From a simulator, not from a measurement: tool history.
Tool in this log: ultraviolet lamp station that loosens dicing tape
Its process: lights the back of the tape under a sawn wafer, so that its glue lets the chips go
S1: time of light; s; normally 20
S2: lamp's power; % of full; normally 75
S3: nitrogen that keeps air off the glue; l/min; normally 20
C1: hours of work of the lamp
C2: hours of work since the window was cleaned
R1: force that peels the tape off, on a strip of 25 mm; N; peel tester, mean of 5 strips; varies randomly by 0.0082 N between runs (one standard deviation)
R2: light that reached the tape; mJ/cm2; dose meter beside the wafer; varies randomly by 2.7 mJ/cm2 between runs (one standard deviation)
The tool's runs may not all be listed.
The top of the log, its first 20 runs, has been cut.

run 21 hour=1219.8 | S1=20 S2=75 S3=8 | C1=1261 C2=220 | R1=0.491 R2=366
run 22 hour=1281.5 | S1=20 S2=75 S3=8 | C1=1289 C2=248 | R1=0.455 R2=372
run 23 hour=1330.9 | S1=16 S2=75 S3=20 | C1=1311 C2=271 | R1=0.42 R2=294
-- hour=1360.1 lamp changed
run 24 hour=1394.9 | S1=14 S2=78 S3=20 | C1=16 C2=300 | R1=0.473 R2=273
run 25 hour=1449.5 | S1=28 S2=89 S3=10 | C1=41 C2=324 | R1=0.268 R2=615
run 26 hour=1530.8 | S1=20 S2=84 S3=16 | C1=78 C2=361 | R1=0.333 R2=417
-- hour=1574.5 window cleaned of glue's vapour
run 27 hour=1603.7 | S1=20 S2=75 S3=7 | C1=111 C2=13 | R1=0.49 R2=375
run 28 hour=1667.6 | S1=20 S2=75 S3=26 | C1=140 C2=42 | R1=0.288 R2=373
run 29 hour=1728 | S1=20 S2=75 S3=26 | C1=167 C2=70 | R1=0.308 R2=374
run 30 hour=1765.9 | S1=10 S2=75 S3=20 | C1=185 C2=87 | R1=0.765 R2=185
run 31 hour=1802.5 | S1=10 S2=62 S3=20 | C1=201 C2=104 | R1=1.004 R2=150
run 32 hour=1865.6 | S1=39 S2=75 S3=20 | C1=230 C2=133 | R1=0.243 R2=722
run 33 hour=1901.2 | S1=39 S2=75 S3=20 | C1=246 C2=149 | R1=0.253 R2=723
run 34 hour=1941.2 | S1=39 S2=75 S3=20 | C1=264 C2=167 | R1=0.247 R2=727
run 35 hour=1984.6 | S1=22 S2=89 S3=35 | C1=284 C2=187 | R1=0.268 R2=483
run 36 hour=2045.9 | S1=22 S2=89 S3=35 | C1=312 C2=215 | R1=0.263 R2=484
run 37 hour=2100.3 | S1=22 S2=88 S3=8 | C1=337 C2=239 | R1=0.348 R2=479
run 38 hour=2164.7 | S1=17 S2=79 S3=14 | C1=366 C2=269 | R1=0.403 R2=338
run 39 hour=2244.9 | S1=18 S2=93 S3=32 | C1=403 C2=305 | R1=0.277 R2=419
run 40 hour=2279.4 | S1=18 S2=73 S3=28 | C1=418 C2=321 | R1=0.348 R2=328
run 41 hour=2327 | S1=18 S2=73 S3=28 | C1=440 C2=343 | R1=0.334 R2=324
run 42 hour=2361.4 | S1=18 S2=73 S3=28 | C1=456 C2=358 | R1=0.335 R2=327
-- hour=2408.3 window cleaned of glue's vapour
run 43 hour=2408.3 | S1=18 S2=73 S3=28 | C1=477 C2=0 | R1=0.339 R2=326

What if the next run were any one of these 4? Each begins from the tool's condition after run 43:
run A hour=2463.7 | S1=20 S2=73 S3=20 | C1=502 C2=25 | R1=? R2=?
run B hour=2463.7 | S1=18 S2=80 S3=28 | C1=502 C2=25 | R1=? R2=?
run C hour=2463.7 | S1=20 S2=95 S3=20 | C1=502 C2=25 | R1=? R2=?
run D hour=2463.7 | S1=18 S2=96 S3=7 | C1=502 C2=25 | R1=? R2=?

run=A R1=0.333 R2=361
run=B R1=0.313 R2=360
run=C R1=0.282 R2=469
run=D R1=0.409 R2=430
Stripped of hidden state, with their random variation kept, the same runs would have yielded:
run=A R1=0.332 R2=362
run=B R1=0.313 R2=360
run=C R1=0.282 R2=470
run=D R1=0.408 R2=431

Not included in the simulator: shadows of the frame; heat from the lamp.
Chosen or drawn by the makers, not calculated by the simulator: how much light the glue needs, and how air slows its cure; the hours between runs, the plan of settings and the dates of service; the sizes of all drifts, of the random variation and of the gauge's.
